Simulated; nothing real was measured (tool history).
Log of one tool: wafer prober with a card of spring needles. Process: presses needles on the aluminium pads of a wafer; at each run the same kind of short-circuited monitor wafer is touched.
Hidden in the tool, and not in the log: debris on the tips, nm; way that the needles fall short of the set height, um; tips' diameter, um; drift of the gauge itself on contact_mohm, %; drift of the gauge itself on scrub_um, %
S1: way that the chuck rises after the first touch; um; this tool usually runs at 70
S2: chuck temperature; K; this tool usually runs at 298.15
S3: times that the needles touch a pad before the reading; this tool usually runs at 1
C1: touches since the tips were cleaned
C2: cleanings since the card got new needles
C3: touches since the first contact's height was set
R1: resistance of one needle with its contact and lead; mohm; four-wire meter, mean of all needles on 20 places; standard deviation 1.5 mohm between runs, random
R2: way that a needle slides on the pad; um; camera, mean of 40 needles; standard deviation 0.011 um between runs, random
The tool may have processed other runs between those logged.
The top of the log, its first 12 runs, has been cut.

run   hour  S1      S2  S3    C1  C2      C3   R1     R2
      88.5  -- tips cleaned on abrasive film
 13   94.8  63  298.15   1  2319  19  152080  144   8.63
 14  104.5  63  298.15   1  5861  19  155622  147   8.64
     107.7  -- tips cleaned on abrasive film
     108.0  -- height of the first contact set anew
 15  115.3  70  300.15   1  2655  20    2655  144   9.60
 16  126.0  70  298.15   1  6598  20    6598  146   9.62
     127.1  -- tips cleaned on abrasive film
 17  130.6  70  298.15   1  1276  21    8243  146   9.61
 18  141.4  70  335.15   1  5197  21   12164  151   9.57
     146.5  -- tips cleaned on abrasive film
 19  147.4  70  389.15   1   323  22   14330  159   9.59
 20  154.7  67  389.15   2  2994  22   17001  163   9.19
 21  165.4  67  389.15   2  6902  22   20909  161   9.18
     166.4  -- tips cleaned on abrasive film
 22  175.0  56  389.15   3  3138  23   24395  166   7.68
 23  184.7  66  314.15   2  6695  23   27952  152   9.04
     185.7  -- tips cleaned on abrasive film
 24  192.4  66  314.15   2  2435  24   30717  150   9.05
 25  199.8  66  314.15   2  5159  24   33441  149   9.04
     205.3  -- tips cleaned on abrasive film
 26  209.1  66  314.15   2  1383  25   36790  148   9.06
 27  218.2  66  314.15   2  4722  25   40129  150   9.04
     224.4  -- tips cleaned on abrasive film
 28  224.5  75  319.15   2    54  26   42395  144  10.31
 29  228.9  70  301.15   2  1665  26   44006  143   9.59
 30  235.1  77  301.15   2  3930  26   46271  146  10.56
 31  241.7  77  301.15   2  6344  26   48685  147  10.57
     243.8  -- tips cleaned on abrasive film
 32  251.7  68  298.15   1  2875  27   52292  148   9.32
 33  257.5  70  298.15   1  5011  27   54428  144   9.59
     263.4  -- tips cleaned on abrasive film
 34  266.9  89  321.15   1  1281  28   57816  144  12.18

What if the next run were any one of these 5? Each begins from the tool's condition after run 34:
  A  273.4  78  298.15   3  3679  28  60214   ?   ?
  B  273.4  52  298.15   1  3679  28  60214   ?   ?
  C  273.4  89  368.15   1  3679  28  60214   ?   ?
  D  273.4  73  298.15   1  3679  28  60214   ?   ?
  E  273.4  70  318.15   1  3679  28  60214   ?   ?

run   R1     R2
  A  141  10.68
  B  152   7.11
  C  155  12.20
  D  144  10.01
  E  151   9.59
Take away the tool's hidden state, keep each run's random variation, and the runs would have read:
run   R1     R2
  A  141  10.68
  B  152   7.11
  C  155  12.20
  D  144  10.01
  E  150   9.59

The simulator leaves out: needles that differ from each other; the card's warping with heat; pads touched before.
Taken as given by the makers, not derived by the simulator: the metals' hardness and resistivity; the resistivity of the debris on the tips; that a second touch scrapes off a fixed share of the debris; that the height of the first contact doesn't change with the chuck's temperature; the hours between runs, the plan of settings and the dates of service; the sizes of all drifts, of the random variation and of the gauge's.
